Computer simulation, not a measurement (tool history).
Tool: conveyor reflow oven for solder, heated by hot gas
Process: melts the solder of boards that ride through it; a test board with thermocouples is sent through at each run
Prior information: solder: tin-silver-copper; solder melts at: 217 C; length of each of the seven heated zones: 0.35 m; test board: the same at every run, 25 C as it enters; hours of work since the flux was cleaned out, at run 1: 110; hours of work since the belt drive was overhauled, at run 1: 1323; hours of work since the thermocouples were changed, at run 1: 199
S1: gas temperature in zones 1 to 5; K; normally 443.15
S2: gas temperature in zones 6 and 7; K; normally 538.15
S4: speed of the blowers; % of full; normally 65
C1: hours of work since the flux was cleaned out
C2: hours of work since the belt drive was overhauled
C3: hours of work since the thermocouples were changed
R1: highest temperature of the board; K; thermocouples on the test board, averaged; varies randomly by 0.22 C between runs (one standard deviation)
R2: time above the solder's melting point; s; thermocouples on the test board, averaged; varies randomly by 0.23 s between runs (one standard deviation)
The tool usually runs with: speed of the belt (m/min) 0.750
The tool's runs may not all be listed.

{"run": 1, "hour": 0.0, "S1": 443.15, "S2": 538.15, "speed of the belt (m/min)": 0.75, "S4": 65, "C1": 110, "C2": 1323, "C3": 199, "R1": 524.25, "R2": 40.9}
{"run": 2, "hour": 75.6, "S1": 443.15, "S2": 543.15, "speed of the belt (m/min)": 0.75, "S4": 65, "C1": 167, "C2": 1379, "C3": 256, "R1": 528.75, "R2": 42.9}
{"hour": 104.1, "done": "belt drive overhauled, speed set with a stopwatch"}
{"run": 3, "hour": 171.2, "S1": 443.15, "S2": 543.15, "speed of the belt (m/min)": 0.75, "S4": 65, "C1": 235, "C2": 50, "C3": 325, "R1": 528.45, "R2": 42.6}
{"run": 4, "hour": 221.3, "S1": 443.15, "S2": 538.15, "speed of the belt (m/min)": 0.75, "S4": 65, "C1": 273, "C2": 88, "C3": 363, "R1": 523.95, "R2": 40.6}
{"run": 5, "hour": 309.5, "S1": 443.15, "S2": 550.15, "speed of the belt (m/min)": 0.75, "S4": 65, "C1": 339, "C2": 154, "C3": 429, "R1": 534.65, "R2": 45.5}
{"hour": 340.2, "done": "flux residue cleaned out of gas plates and filters"}
{"run": 6, "hour": 373.5, "S1": 443.15, "S2": 550.15, "speed of the belt (m/min)": 0.75, "S4": 65, "C1": 25, "C2": 199, "C3": 473, "R1": 535.25, "R2": 46.0}
{"run": 7, "hour": 457.9, "S1": 454.15, "S2": 550.15, "speed of the belt (m/min)": 0.75, "S4": 65, "C1": 88, "C2": 262, "C3": 537, "R1": 536.85, "R2": 48.6}
{"run": 8, "hour": 519.1, "S1": 454.15, "S2": 553.15, "speed of the belt (m/min)": 0.75, "S4": 65, "C1": 134, "C2": 308, "C3": 583, "R1": 539.15, "R2": 49.9}
{"run": 9, "hour": 574.0, "S1": 437.15, "S2": 548.15, "speed of the belt (m/min)": 0.75, "S4": 72, "C1": 176, "C2": 349, "C3": 624, "R1": 533.95, "R2": 43.9}
{"run": 10, "hour": 644.5, "S1": 446.15, "S2": 530.15, "speed of the belt (m/min)": 0.698, "S4": 63, "C1": 229, "C2": 402, "C3": 677, "R1": 518.65, "R2": 41.9}
{"run": 11, "hour": 735.0, "S1": 441.15, "S2": 546.15, "speed of the belt (m/min)": 0.843, "S4": 55, "C1": 297, "C2": 470, "C3": 745, "R1": 523.85, "R2": 35.0}
{"run": 12, "hour": 813.4, "S1": 443.15, "S2": 538.15, "speed of the belt (m/min)": 0.814, "S4": 65, "C1": 355, "C2": 529, "C3": 804, "R1": 521.85, "R2": 35.4}
{"hour": 826.4, "done": "flux residue cleaned out of gas plates and filters"}
{"run": 13, "hour": 871.5, "S1": 443.15, "S2": 538.15, "speed of the belt (m/min)": 0.814, "S4": 65, "C1": 34, "C2": 569, "C3": 844, "R1": 521.75, "R2": 36.0}
{"run": 14, "hour": 930.1, "S1": 456.15, "S2": 538.15, "speed of the belt (m/min)": 0.617, "S4": 65, "C1": 78, "C2": 613, "C3": 888, "R1": 530.45, "R2": 58.4}
{"run": 15, "hour": 993.6, "S1": 456.15, "S2": 538.15, "speed of the belt (m/min)": 0.617, "S4": 65, "C1": 126, "C2": 661, "C3": 935, "R1": 530.75, "R2": 58.3}

Across each entry between runs, compare the hidden state at the last listed run before it with the hidden state at the first listed run after it:
Between runs 2 and 3: belt drive overhauled, speed set with a stopwatch (hour 104.1)
  heat that the gas passes to the board, % of a clean oven's: 99.7 -> 99.6; belt's true speed, % of the reading: 99.8 -> 99.99; true gas temperature in zones 6 and 7 over the reading, C: -0.01 -> 0
Between runs 5 and 6: flux residue cleaned out of gas plates and filters (hour 340.2)
  heat that the gas passes to the board, % of a clean oven's: 99.5 -> 99.9; belt's true speed, % of the reading: 99.97 -> 99.96
Between runs 12 and 13: flux residue cleaned out of gas plates and filters (hour 826.4)
  heat that the gas passes to the board, % of a clean oven's: 99.4 -> 99.9; belt's true speed, % of the reading: 99.91 -> 99.9
